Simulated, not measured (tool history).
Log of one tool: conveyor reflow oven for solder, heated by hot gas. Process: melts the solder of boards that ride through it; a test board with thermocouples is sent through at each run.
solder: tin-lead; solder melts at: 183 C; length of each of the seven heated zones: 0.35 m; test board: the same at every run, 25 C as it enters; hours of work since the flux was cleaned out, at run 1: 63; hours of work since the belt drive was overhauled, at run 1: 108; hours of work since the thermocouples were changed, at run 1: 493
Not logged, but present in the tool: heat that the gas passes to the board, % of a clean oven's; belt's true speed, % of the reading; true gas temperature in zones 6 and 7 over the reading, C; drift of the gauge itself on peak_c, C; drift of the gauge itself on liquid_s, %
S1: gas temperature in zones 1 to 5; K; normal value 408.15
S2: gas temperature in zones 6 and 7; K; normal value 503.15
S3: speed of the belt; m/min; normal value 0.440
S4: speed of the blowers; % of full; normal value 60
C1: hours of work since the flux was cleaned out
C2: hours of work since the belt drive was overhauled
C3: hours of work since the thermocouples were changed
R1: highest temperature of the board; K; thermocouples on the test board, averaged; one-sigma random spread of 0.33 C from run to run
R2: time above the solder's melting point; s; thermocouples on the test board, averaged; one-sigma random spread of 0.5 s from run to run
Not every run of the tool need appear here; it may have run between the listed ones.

run	day	S1	S2	S3	S4	C1	C2	C3	R1	R2
1	0.000	408.15	503.15	0.440	60	63	108	493	483.45	62.3
2	1.179	394.15	503.15	0.440	60	78	124	509	480.75	53.6
3	1.912	408.15	503.15	0.440	60	88	134	518	483.25	62.4
4	2.758	408.15	503.15	0.440	60	99	145	529	483.55	62.2
5	4.167	408.15	503.15	0.440	60	118	164	548	483.65	61.9
6	5.296	408.15	503.15	0.440	55	133	179	563	481.05	58.2
7	6.608	408.15	503.15	0.440	60	151	196	581	483.35	61.9
8	7.850	408.15	503.15	0.440	60	167	213	597	483.55	62.9
9	9.017	408.15	503.15	0.440	60	183	228	613	483.65	60.4
10	9.683	408.15	503.15	0.440	75	191	237	622	488.35	69.0
11	10.342	408.15	503.15	0.440	87	200	246	630	492.15	72.0
12	11.358	408.15	503.15	0.440	87	214	259	644	491.45	72.8
13	12.117	408.15	503.15	0.425	87	224	270	654	492.75	76.6
14	13.346	408.15	503.15	0.406	87	240	286	670	493.85	81.1
15	14.167	408.15	503.15	0.406	87	251	297	681	494.15	82.0
16	15.142	408.15	500.15	0.455	60	264	310	694	479.75	54.9
17	16.596	396.15	500.15	0.455	60	283	329	713	477.25	45.8
# day 17.758: flux residue cleaned out of gas plates and filters
18	17.954	396.15	499.15	0.501	60	3	344	729	472.95	35.4
19	18.975	396.15	499.15	0.501	60	16	358	742	472.65	35.4
20	19.696	419.15	503.15	0.440	60	26	367	752	485.65	69.6
21	21.104	419.15	503.15	0.440	60	44	386	771	486.25	70.4
22	22.512	408.15	496.15	0.407	82	63	405	789	486.15	73.6
23	23.167	403.15	507.15	0.414	82	72	414	798	495.45	78.0
24	24.142	414.15	498.15	0.495	82	85	427	811	484.35	59.2
25	25.325	397.15	493.15	0.440	60	101	442	827	473.35	42.4
26	26.421	408.15	510.15	0.440	60	115	457	841	489.65	68.1
27	27.329	410.15	510.15	0.352	60	127	469	853	496.85	96.2

What if the next run were any one of these 5? Each begins from the tool's condition after run 27:
A	28.079	421.15	510.15	0.409	66	137	479	863	?	?
B	28.079	421.15	504.15	0.443	60	137	479	863	?	?
C	28.079	410.15	518.15	0.352	54	137	479	863	?	?
D	28.079	417.15	503.15	0.412	60	137	479	863	?	?
E	28.079	410.15	507.15	0.352	60	137	479	863	?	?

run	R1	R2
A	496.25	88.1
B	486.55	71.0
C	501.45	100.8
D	487.25	76.0
E	494.55	93.9
Had the tool no hidden state, the same runs would have come out as:
run	R1	R2
A	496.35	88.1
B	486.65	71.1
C	501.55	100.9
D	487.35	76.1
E	494.55	94.0

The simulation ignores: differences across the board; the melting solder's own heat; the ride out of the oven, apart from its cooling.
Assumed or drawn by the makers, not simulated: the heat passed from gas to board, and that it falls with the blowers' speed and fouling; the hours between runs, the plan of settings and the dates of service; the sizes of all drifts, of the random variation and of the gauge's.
